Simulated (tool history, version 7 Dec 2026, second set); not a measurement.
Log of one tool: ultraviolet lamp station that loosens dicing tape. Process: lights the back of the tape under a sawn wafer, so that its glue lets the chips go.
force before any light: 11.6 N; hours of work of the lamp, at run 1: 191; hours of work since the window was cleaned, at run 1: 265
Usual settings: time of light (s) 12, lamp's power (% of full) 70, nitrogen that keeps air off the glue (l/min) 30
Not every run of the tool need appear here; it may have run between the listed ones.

| run | day | time of light (s) | lamp's power (% of full) | nitrogen that keeps air off the glue (l/min) | hours of work of the lamp | hours of work since the window was cleaned | force that peels the tape off (N) | light that reached the tape (mJ/cm2) |
|---|---|---|---|---|---|---|---|---|
| 1 | 0.000 | 12 | 70 | 30 | 191 | 265 | 0.477 | 339 |
| 2 | 3.233 | 12 | 70 | 30 | 236 | 311 | 0.477 | 344 |
| 3 | 5.171 | 12 | 70 | 30 | 264 | 338 | 0.460 | 342 |
|  | 6.879 | window cleaned of glue's vapour |
| 4 | 8.812 | 12 | 70 | 22 | 315 | 27 | 0.624 | 338 |
| 5 | 11.550 | 12 | 70 | 30 | 353 | 66 | 0.446 | 339 |
| 6 | 14.750 | 12 | 70 | 30 | 398 | 111 | 0.459 | 342 |
| 7 | 17.033 | 12 | 70 | 30 | 431 | 143 | 0.453 | 336 |
| 8 | 18.967 | 12 | 70 | 30 | 458 | 170 | 0.457 | 343 |
| 9 | 20.583 | 8 | 70 | 30 | 481 | 193 | 1.196 | 226 |
| 10 | 23.871 | 8 | 70 | 30 | 527 | 240 | 1.205 | 230 |
| 11 | 26.246 | 8 | 70 | 30 | 560 | 273 | 1.248 | 227 |
| 12 | 29.904 | 8 | 70 | 30 | 612 | 325 | 1.230 | 226 |
|  | 32.567 | window cleaned of glue's vapour |
| 13 | 33.758 | 8 | 70 | 30 | 666 | 17 | 1.251 | 230 |
| 14 | 37.050 | 8 | 70 | 30 | 712 | 63 | 1.229 | 228 |
| 15 | 40.988 | 8 | 61 | 19 | 768 | 119 | 2.201 | 201 |
|  | 43.267 | lamp changed |
| 16 | 43.746 | 15 | 91 | 59 | 7 | 157 | 0.157 | 554 |
| 17 | 47.029 | 15 | 64 | 43 | 53 | 203 | 0.240 | 396 |
| 18 | 50.696 | 8 | 64 | 18 | 105 | 255 | 2.148 | 204 |
| 19 | 54.308 | 8 | 64 | 18 | 156 | 306 | 2.050 | 210 |
| 20 | 57.646 | 6 | 70 | 9 | 203 | 353 | 4.165 | 167 |
|  | 58.204 | window cleaned of glue's vapour |
| 21 | 59.975 | 18 | 72 | 17 | 235 | 25 | 0.279 | 535 |
| 22 | 62.079 | 12 | 70 | 9 | 265 | 55 | 1.456 | 349 |
| 23 | 64.488 | 12 | 70 | 9 | 299 | 89 | 1.463 | 344 |
| 24 | 68.258 | 12 | 70 | 9 | 352 | 142 | 1.446 | 345 |
| 25 | 70.292 | 19 | 70 | 9 | 381 | 170 | 0.507 | 542 |
| 26 | 72.479 | 12 | 70 | 11 | 411 | 201 | 1.184 | 340 |
| 27 | 74.562 | 12 | 62 | 10 | 441 | 231 | 1.705 | 295 |
| 28 | 77.967 | 12 | 62 | 10 | 489 | 279 | 1.669 | 303 |

What if the next run were any one of these 3? Each begins from the tool's condition after run 28:
| A | 81.754 | 12 | 64 | 30 | 542 | 332 | ? | ? |
| B | 81.754 | 8 | 81 | 31 | 542 | 332 | ? | ? |
| C | 81.754 | 12 | 95 | 26 | 542 | 332 | ? | ? |

| run | force that peels the tape off (N) | light that reached the tape (mJ/cm2) |
|---|---|---|
| A | 0.580 | 313 |
| B | 0.841 | 263 |
| C | 0.253 | 465 |
Without the tool's hidden state the same runs would have given:
| run | force that peels the tape off (N) | light that reached the tape (mJ/cm2) |
|---|---|---|
| A | 0.575 | 314 |
| B | 0.833 | 264 |
| C | 0.251 | 467 |

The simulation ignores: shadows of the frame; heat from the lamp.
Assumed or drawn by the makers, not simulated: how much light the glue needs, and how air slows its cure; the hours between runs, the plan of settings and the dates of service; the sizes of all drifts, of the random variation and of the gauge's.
